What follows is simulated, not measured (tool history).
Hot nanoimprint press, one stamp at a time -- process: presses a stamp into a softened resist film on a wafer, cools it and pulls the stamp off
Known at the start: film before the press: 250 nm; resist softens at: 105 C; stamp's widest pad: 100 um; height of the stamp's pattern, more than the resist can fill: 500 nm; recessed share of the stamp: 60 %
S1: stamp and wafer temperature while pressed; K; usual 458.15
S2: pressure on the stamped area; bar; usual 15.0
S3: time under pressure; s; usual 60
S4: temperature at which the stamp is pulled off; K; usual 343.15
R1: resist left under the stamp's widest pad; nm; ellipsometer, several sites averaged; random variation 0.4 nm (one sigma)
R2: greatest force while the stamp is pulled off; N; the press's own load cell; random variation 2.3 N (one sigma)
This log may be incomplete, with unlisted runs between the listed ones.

| run | hour | S1 | S2 | S3 | S4 | R1 | R2 |
|---|---|---|---|---|---|---|---|
| 1 | 0.0 | 458.15 | 15.0 | 60 | 343.15 | 108.7 | 147 |
| 2 | 42.7 | 459.15 | 15.0 | 60 | 343.15 | 103.7 | 149 |
| 3 | 84.7 | 458.15 | 15.0 | 30 | 343.15 | 138.9 | 153 |
| 4 | 131.3 | 458.15 | 15.0 | 30 | 343.15 | 137.9 | 148 |
|  | 145.5 | stamp cleaned and given a new release coat |
| 5 | 205.1 | 458.15 | 15.0 | 30 | 343.15 | 137.0 | 130 |
|  | 288.6 | plate thermocouple calibrated |
| 6 | 288.6 | 464.15 | 10.6 | 53 | 338.15 | 100.1 | 151 |
| 7 | 373.4 | 464.15 | 10.6 | 53 | 348.15 | 98.9 | 115 |
| 8 | 455.8 | 464.15 | 10.6 | 53 | 348.15 | 98.3 | 118 |
| 9 | 523.6 | 449.15 | 10.6 | 80 | 348.15 | 151.4 | 124 |
|  | 570.6 | stamp cleaned and given a new release coat |
| 10 | 570.6 | 449.15 | 10.6 | 80 | 348.15 | 150.8 | 102 |

3 options for the next run, each taken on its own from the tool as it stands now. Forecast them:
| A | 638.1 | 466.15 | 10.6 | 80 | 337.15 | ? | ? |
| B | 638.1 | 458.15 | 15.0 | 35 | 347.15 | ? | ? |
| C | 638.1 | 449.15 | 20.0 | 41 | 344.15 | ? | ? |

| run | R1 | R2 |
|---|---|---|
| A | 74.6 | 146 |
| B | 123.9 | 105 |
| C | 150.1 | 120 |
With no hidden state in the tool, these same runs would have given:
| run | R1 | R2 |
|---|---|---|
| A | 81.1 | 149 |
| B | 133.5 | 109 |
| C | 161.0 | 124 |

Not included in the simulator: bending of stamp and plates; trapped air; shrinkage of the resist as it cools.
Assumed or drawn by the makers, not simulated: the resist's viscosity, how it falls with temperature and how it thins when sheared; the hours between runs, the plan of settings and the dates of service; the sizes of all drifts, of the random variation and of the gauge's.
